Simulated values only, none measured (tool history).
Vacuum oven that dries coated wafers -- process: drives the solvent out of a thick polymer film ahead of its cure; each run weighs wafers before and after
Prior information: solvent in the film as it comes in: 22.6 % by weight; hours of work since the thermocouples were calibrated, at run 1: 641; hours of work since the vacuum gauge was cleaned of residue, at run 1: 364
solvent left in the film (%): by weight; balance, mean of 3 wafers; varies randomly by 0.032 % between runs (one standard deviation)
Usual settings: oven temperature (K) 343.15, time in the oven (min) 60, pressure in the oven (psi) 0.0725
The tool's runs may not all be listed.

| run | hour | oven temperature (K) | time in the oven (min) | pressure in the oven (psi) | hours of work since the thermocouples were calibrated | hours of work since the vacuum gauge was cleaned of residue | solvent left in the film (%) |
|---|---|---|---|---|---|---|---|
| 1 | 0 | 343.15 | 60 | 0.0725 | 641 | 364 | 1.71 |
| 2 | 11.1 | 343.15 | 60 | 0.0725 | 649 | 372 | 1.66 |
| 3 | 25.2 | 343.15 | 60 | 0.0725 | 660 | 383 | 1.72 |
| 4 | 37.3 | 343.15 | 60 | 0.0725 | 668 | 392 | 1.65 |
| 5 | 45.8 | 343.15 | 60 | 0.0725 | 675 | 398 | 1.74 |
| 6 | 58.6 | 343.15 | 60 | 0.0725 | 684 | 407 | 1.68 |
| 7 | 74.5 | 343.15 | 60 | 0.0725 | 696 | 419 | 1.65 |
| 8 | 88.4 | 343.15 | 60 | 0.0725 | 706 | 429 | 1.66 |
| 9 | 102.9 | 343.15 | 60 | 0.0725 | 716 | 440 | 1.61 |
| 10 | 116.3 | 343.15 | 60 | 0.0725 | 726 | 449 | 1.66 |
| 11 | 132.6 | 343.15 | 60 | 0.0725 | 738 | 461 | 1.68 |
| 12 | 140.4 | 343.15 | 60 | 0.0725 | 744 | 467 | 1.64 |
| 13 | 149.2 | 343.15 | 60 | 0.0725 | 750 | 473 | 1.64 |
| 14 | 163.9 | 343.15 | 60 | 0.0725 | 761 | 484 | 1.62 |
| 15 | 178.5 | 343.15 | 60 | 0.0725 | 772 | 495 | 1.66 |
| 16 | 187.2 | 343.15 | 60 | 0.0725 | 778 | 501 | 1.7 |
| 17 | 201.4 | 343.15 | 60 | 0.0725 | 789 | 512 | 1.64 |
| 18 | 209 | 343.15 | 60 | 0.0725 | 794 | 517 | 1.62 |
| 19 | 217.5 | 343.15 | 60 | 0.0725 | 800 | 523 | 1.65 |
|  | 220.6 | oven's thermocouples calibrated |
| 20 | 229.7 | 343.15 | 60 | 0.0725 | 7 | 531 | 1.52 |
| 21 | 237.5 | 331.15 | 60 | 0.0725 | 12 | 537 | 5.67 |
| 22 | 252.3 | 338.15 | 60 | 0.0725 | 23 | 548 | 2.97 |
| 23 | 265.9 | 343.15 | 32 | 0.0725 | 33 | 557 | 4.73 |
| 24 | 275.4 | 343.15 | 32 | 0.0725 | 40 | 564 | 4.72 |
| 25 | 282.8 | 332.15 | 37 | 0.2335 | 46 | 570 | 8.89 |
|  | 292 | oven's thermocouples calibrated, once more |
| 26 | 297.8 | 332.15 | 37 | 0.2335 | 4 | 579 | 9.42 |
| 27 | 307.5 | 357.15 | 87 | 0.0814 | 11 | 586 | 0.14 |
| 28 | 320.1 | 344.15 | 35 | 0.0814 | 21 | 596 | 4.29 |
| 29 | 327.9 | 344.15 | 35 | 0.0814 | 26 | 601 | 4.23 |
| 30 | 335.9 | 344.15 | 35 | 0.1999 | 32 | 607 | 4.59 |
| 31 | 343.5 | 344.15 | 35 | 0.0364 | 38 | 613 | 4.02 |
| 32 | 357.5 | 343.15 | 60 | 0.1491 | 48 | 623 | 2.09 |
| 33 | 368.7 | 343.15 | 60 | 0.1491 | 56 | 631 | 2.06 |
| 34 | 380.8 | 329.15 | 43 | 0.1417 | 65 | 640 | 9.62 |
| 35 | 395.1 | 354.15 | 95 | 0.1926 | 75 | 651 | 0.49 |
| 36 | 408.7 | 354.15 | 95 | 0.1743 | 85 | 661 | 0.41 |
| 37 | 420.5 | 354.15 | 95 | 0.1743 | 94 | 669 | 0.45 |
| 38 | 429.2 | 354.15 | 95 | 0.1743 | 100 | 676 | 0.43 |
| 39 | 438.5 | 345.15 | 95 | 0.1743 | 107 | 682 | 0.85 |
| 40 | 451.6 | 345.15 | 95 | 0.1743 | 117 | 692 | 0.77 |
| 41 | 460 | 345.15 | 95 | 0.226 | 123 | 698 | 1.02 |
| 42 | 469.9 | 330.15 | 87 | 0.0656 | 130 | 705 | 4.25 |
| 43 | 486.7 | 346.15 | 48 | 0.1404 | 142 | 718 | 2.19 |
| 44 | 494.8 | 344.15 | 33 | 0.2828 | 148 | 724 | 5.11 |
| 45 | 509.8 | 344.15 | 43 | 0.2828 | 159 | 735 | 3.65 |
| 46 | 524.7 | 343.15 | 57 | 0.1072 | 170 | 745 | 2.13 |
| 47 | 540.9 | 343.15 | 46 | 0.1379 | 182 | 757 | 3.15 |

Some steps in solvent left in the film (%) between neighbouring runs. How much of each would the tool show without its hidden state too (settings, what came in, random variation), and how much is left for the hidden state, with any gauge scatter that isn't in both results?
The hidden state here: true wafer temperature over the reading, C; true pressure over the reading, kPa; drift of the gauge itself on solvent_pct, %.
Run 20 -> 21: oven temperature (K) 343.15 -> 331.15. solvent left in the film (%) +4.15: hidden state -0.25, all else +4.4.
Run 21 -> 22: oven temperature (K) 331.15 -> 338.15. solvent left in the film (%) -2.7: hidden state +0.11, all else -2.81.
Run 25 -> 26: oven's thermocouples calibrated, once more. solvent left in the film (%) +0.53: hidden state +0.58, all else -0.05.
Run 26 -> 27: oven temperature (K) 332.15 -> 357.15, time in the oven (min) 37 -> 87, pressure in the oven (psi) 0.2335 -> 0.0814. solvent left in the film (%) -9.28: hidden state -0.03, all else -9.25.
Run 33 -> 34: oven temperature (K) 343.15 -> 329.15, time in the oven (min) 60 -> 43, pressure in the oven (psi) 0.1491 -> 0.1417. solvent left in the film (%) +7.56: hidden state -0.01, all else +7.57.
Run 34 -> 35: oven temperature (K) 329.15 -> 354.15, time in the oven (min) 43 -> 95, pressure in the oven (psi) 0.1417 -> 0.1926. solvent left in the film (%) -9.13: hidden state +0.01, all else -9.14.
